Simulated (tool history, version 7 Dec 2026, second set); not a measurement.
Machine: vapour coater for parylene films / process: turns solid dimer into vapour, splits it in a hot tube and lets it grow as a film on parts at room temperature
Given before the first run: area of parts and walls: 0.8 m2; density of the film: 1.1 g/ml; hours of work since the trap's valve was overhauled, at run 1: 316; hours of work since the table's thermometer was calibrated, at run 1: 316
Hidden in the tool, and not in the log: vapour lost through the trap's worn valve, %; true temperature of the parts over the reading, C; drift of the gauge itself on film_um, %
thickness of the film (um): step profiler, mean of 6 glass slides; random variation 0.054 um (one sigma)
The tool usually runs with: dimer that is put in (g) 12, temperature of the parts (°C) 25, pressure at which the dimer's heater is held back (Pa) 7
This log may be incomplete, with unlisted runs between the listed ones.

run	hour	dimer that is put in (g)	temperature of the parts (°C)	pressure at which the dimer's heater is held back (Pa)	hours of work since the trap's valve was overhauled	hours of work since the table's thermometer was calibrated	thickness of the film (um)
1	0	12	25	7	316	316	5.68
2	15.5	12	25	7	323	323	5.73
3	28.2	12	25	7	328	328	5.7
4	54.5	12	25	7	340	340	5.65
5	66.7	12	25	7	345	345	5.65
6	95	12	25	7	358	358	5.7
7	122.3	12	25	10.19	370	370	5.45
8	141.9	12	25	10.19	379	379	5.43
9	157	12	25	10.19	385	385	5.45
10	181.3	6	25	7	396	396	2.77
11	195.8	8	25	7	402	402	3.63
12	213.1	12	34	7	410	410	4.28
13	241.6	12	34	7	423	423	4.21
14	263.3	6	19	9.56	432	432	3.2
15	282.6	12	25	7	441	441	5.49
16	303	12	25	7	450	450	5.46
17	324.2	13	31	4.28	459	459	5.19

For some of the steps in thickness of the film (um) from one run to the next: how much would appear even if the tool had no hidden state, given the settings, what came in and random variation, and how much remains for the hidden state plus any gauge scatter that the measured result and the result without hidden state don't share?
Run 9 -> 10: dimer that is put in (g) 12 -> 6, pressure at which the dimer's heater is held back (Pa) 10.19 -> 7. thickness of the film (um) -2.68: hidden state +0.3, all else -2.98.
Run 14 -> 15: dimer that is put in (g) 6 -> 12, temperature of the parts (°C) 19 -> 25, pressure at which the dimer's heater is held back (Pa) 9.56 -> 7. thickness of the film (um) +2.29: hidden state -0.32, all else +2.61.

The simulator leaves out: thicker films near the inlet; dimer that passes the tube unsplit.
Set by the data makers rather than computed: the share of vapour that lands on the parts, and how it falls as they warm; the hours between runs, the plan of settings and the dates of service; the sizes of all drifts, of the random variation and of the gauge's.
